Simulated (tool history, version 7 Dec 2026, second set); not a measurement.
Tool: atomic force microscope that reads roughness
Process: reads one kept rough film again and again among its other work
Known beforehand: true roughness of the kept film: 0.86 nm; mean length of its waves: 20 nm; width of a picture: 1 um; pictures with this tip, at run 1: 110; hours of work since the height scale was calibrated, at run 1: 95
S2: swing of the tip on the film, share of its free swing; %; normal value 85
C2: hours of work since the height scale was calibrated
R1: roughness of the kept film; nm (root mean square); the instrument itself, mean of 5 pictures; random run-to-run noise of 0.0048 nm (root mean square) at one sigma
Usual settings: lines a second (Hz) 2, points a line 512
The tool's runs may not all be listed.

run 1 hour=0 | lines_a_second_(Hz)=2 S2=85 points_a_line=512 | pictures_with_this_tip=110 C2=95 | R1=0.639
-- hour=16.5 new tip fitted
run 2 hour=16.7 | lines_a_second_(Hz)=2 S2=85 points_a_line=512 | pictures_with_this_tip=1 C2=104 | R1=0.677
run 3 hour=26.6 | lines_a_second_(Hz)=2 S2=85 points_a_line=432 | pictures_with_this_tip=17 C2=109 | R1=0.675
run 4 hour=44.8 | lines_a_second_(Hz)=2 S2=85 points_a_line=432 | pictures_with_this_tip=48 C2=118 | R1=0.663
run 5 hour=58 | lines_a_second_(Hz)=2 S2=85 points_a_line=432 | pictures_with_this_tip=71 C2=125 | R1=0.656
run 6 hour=76.7 | lines_a_second_(Hz)=2 S2=84 points_a_line=512 | pictures_with_this_tip=102 C2=134 | R1=0.647
run 7 hour=92 | lines_a_second_(Hz)=2 S2=84 points_a_line=512 | pictures_with_this_tip=128 C2=142 | R1=0.643
-- hour=98.3 new tip fitted
run 8 hour=100.8 | lines_a_second_(Hz)=2 S2=84 points_a_line=556 | pictures_with_this_tip=4 C2=146 | R1=0.69
run 9 hour=115.4 | lines_a_second_(Hz)=2 S2=84 points_a_line=556 | pictures_with_this_tip=29 C2=154 | R1=0.673
run 10 hour=126.1 | lines_a_second_(Hz)=2 S2=85 points_a_line=512 | pictures_with_this_tip=47 C2=159 | R1=0.668
-- hour=128.6 height scale calibrated on a step standard
run 11 hour=140.9 | lines_a_second_(Hz)=2 S2=85 points_a_line=512 | pictures_with_this_tip=71 C2=6 | R1=0.652
run 12 hour=150.5 | lines_a_second_(Hz)=2 S2=85 points_a_line=512 | pictures_with_this_tip=87 C2=11 | R1=0.655
run 13 hour=162.3 | lines_a_second_(Hz)=2 S2=56 points_a_line=512 | pictures_with_this_tip=107 C2=17 | R1=0.738
-- hour=171.7 height scale calibrated on a step standard, once more
run 14 hour=175.8 | lines_a_second_(Hz)=2 S2=85 points_a_line=790 | pictures_with_this_tip=128 C2=2 | R1=0.644
-- hour=181.8 new tip fitted
run 15 hour=184.3 | lines_a_second_(Hz)=0.51 S2=87 points_a_line=662 | pictures_with_this_tip=5 C2=6 | R1=0.766
run 16 hour=198.6 | lines_a_second_(Hz)=2.2 S2=63 points_a_line=512 | pictures_with_this_tip=29 C2=13 | R1=0.741
run 17 hour=212.7 | lines_a_second_(Hz)=1.2 S2=72 points_a_line=358 | pictures_with_this_tip=53 C2=21 | R1=0.722
run 18 hour=227.3 | lines_a_second_(Hz)=0.67 S2=77 points_a_line=546 | pictures_with_this_tip=78 C2=28 | R1=0.736
run 19 hour=242.3 | lines_a_second_(Hz)=0.6 S2=57 points_a_line=296 | pictures_with_this_tip=103 C2=36 | R1=0.747
run 20 hour=251.8 | lines_a_second_(Hz)=0.64 S2=74 points_a_line=972 | pictures_with_this_tip=119 C2=41 | R1=0.739
-- hour=263.1 new tip fitted
run 21 hour=266.1 | lines_a_second_(Hz)=0.64 S2=74 points_a_line=972 | pictures_with_this_tip=5 C2=48 | R1=0.778
run 22 hour=280.8 | lines_a_second_(Hz)=0.64 S2=74 points_a_line=972 | pictures_with_this_tip=30 C2=55 | R1=0.767
run 23 hour=299 | lines_a_second_(Hz)=0.64 S2=74 points_a_line=972 | pictures_with_this_tip=61 C2=64 | R1=0.756
run 24 hour=311 | lines_a_second_(Hz)=1.56 S2=85 points_a_line=512 | pictures_with_this_tip=81 C2=70 | R1=0.675
run 25 hour=319.6 | lines_a_second_(Hz)=1.56 S2=85 points_a_line=512 | pictures_with_this_tip=96 C2=75 | R1=0.677
run 26 hour=333.8 | lines_a_second_(Hz)=0.74 S2=85 points_a_line=619 | pictures_with_this_tip=120 C2=82 | R1=0.719
-- hour=344.7 new tip fitted
run 27 hour=344.7 | lines_a_second_(Hz)=1.06 S2=79 points_a_line=512 | pictures_with_this_tip=0 C2=87 | R1=0.744
run 28 hour=360.4 | lines_a_second_(Hz)=2 S2=63 points_a_line=358 | pictures_with_this_tip=26 C2=95 | R1=0.744

How the hidden state differs across the entries between the runs, from the last listed run before each to the first after it:
From run 1 to run 2: new tip fitted (hour 16.5)
  radius of the tip, nm: 14.3 -> 7.2
  the result without the hidden state subtracted from the measured one, R1: -0.037 -> -0.001 nm (root mean square)
From run 7 to run 8: new tip fitted (hour 98.3)
  radius of the tip, nm: 15.8 -> 7.5; height scale over the true one, %: 0.11 -> 0.12
  the result without the hidden state subtracted from the measured one, R1: -0.045 -> -0.002 nm (root mean square)
From run 10 to run 11: height scale calibrated on a step standard (hour 128.6)
  radius of the tip, nm: 10.5 -> 12.2; height scale over the true one, %: 0.13 -> 0.15
  the result without the hidden state subtracted from the measured one, R1: -0.018 -> -0.026 nm (root mean square)
From run 13 to run 14: height scale calibrated on a step standard, once more (hour 171.7)
  radius of the tip, nm: 14.5 -> 16; height scale over the true one, %: 0.16 -> -0.11
  the result without the hidden state subtracted from the measured one, R1: -0.043 -> -0.047 nm (root mean square)
From run 14 to run 15: new tip fitted (hour 181.8)
  radius of the tip, nm: 16 -> 7.5
  the result without the hidden state subtracted from the measured one, R1: -0.047 -> -0.004 nm (root mean square)
From run 20 to run 21: new tip fitted (hour 263.1)
  radius of the tip, nm: 15 -> 7.5
  the result without the hidden state subtracted from the measured one, R1: -0.048 -> -0.003 nm (root mean square)
From run 26 to run 27: new tip fitted (hour 344.7)
  radius of the tip, nm: 15.3 -> 7.6
  the result without the hidden state subtracted from the measured one, R1: -0.048 -> -0.004 nm (root mean square)
